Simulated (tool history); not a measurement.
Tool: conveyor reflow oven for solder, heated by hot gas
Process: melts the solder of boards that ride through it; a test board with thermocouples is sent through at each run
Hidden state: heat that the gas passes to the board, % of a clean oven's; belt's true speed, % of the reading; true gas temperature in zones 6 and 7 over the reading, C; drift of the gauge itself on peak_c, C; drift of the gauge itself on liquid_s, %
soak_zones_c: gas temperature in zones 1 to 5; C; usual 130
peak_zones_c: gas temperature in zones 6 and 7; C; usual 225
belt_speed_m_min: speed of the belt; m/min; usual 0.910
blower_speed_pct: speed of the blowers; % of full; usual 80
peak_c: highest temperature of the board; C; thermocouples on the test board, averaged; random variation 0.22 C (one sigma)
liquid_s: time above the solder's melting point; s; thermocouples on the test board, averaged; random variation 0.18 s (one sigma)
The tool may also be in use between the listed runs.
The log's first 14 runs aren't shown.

run     day  soak_zones_c  peak_zones_c  belt_speed_m_min  blower_speed_pct  hours of work since the flux was cleaned out  hours of work since the belt drive was overhauled  hours of work since the thermocouples were changed  peak_c  liquid_s
     26.321  -- flux residue cleaned out of gas plates and filters
 15  27.212           136           225             0.910                80                                            10                                                738                                                 113   212.3      36.7
 16  30.104           128           225             0.910                80                                            44                                                772                                                 147   210.6      34.3
 17  32.692           127           234             1.078                80                                            75                                                803                                                 177   213.0      28.6
 18  34.375           127           234             1.078                80                                            95                                                822                                                 197   213.1      29.0
 19  36.775           141           234             1.078                80                                           123                                                851                                                 225   215.7      32.8
 20  39.488           141           234             1.078                80                                           155                                                882                                                 257   215.7      32.7
 21  42.146           141           234             1.078                80                                           186                                                914                                                 288   215.5      32.6
 22  43.429           125           225             0.910                80                                           201                                                929                                                 303   210.0      33.5
 23  45.204           125           225             0.910                80                                           222                                                950                                                 324   210.2      33.2
 24  46.500           139           233             0.935                80                                           237                                                965                                                 339   219.1      39.8
 25  49.429           130           226             0.890                67                                           271                                                999                                                 373   208.6      33.1
 26  52.025           145           233             0.848                51                                           302                                               1030                                                 404   211.8      39.9
 27  54.242           130           230             0.910                80                                           328                                               1056                                                 430   215.6      37.0
     55.925  -- flux residue cleaned out of gas plates and filters
     56.521  -- belt drive overhauled, speed set with a stopwatch
 28  57.517           130           228             0.764                65                                            17                                                 12                                                 464   214.1      43.5
 29  60.300           130           224             0.990                81                                            49                                                 44                                                 497   208.4      29.7
 30  62.117           127           224             0.814                82                                            71                                                 66                                                 518   213.5      41.0

3 ways to go on from here, each from the tool as it stands after run 30. What would each give?
  A  64.871           134           225             0.910                67                                           103                                                 98                                                 550       ?         ?
  B  64.871           138           223             0.814                82                                           103                                                 98                                                 550       ?         ?
  C  64.871           142           224             0.814                82                                           103                                                 98                                                 550       ?         ?

run  peak_c  liquid_s
  A   207.8      32.3
  B   213.7      43.6
  C   215.1      45.3
Without the tool's hidden state the same runs would have given:
run  peak_c  liquid_s
  A   207.8      32.3
  B   213.7      43.6
  C   215.1      45.3
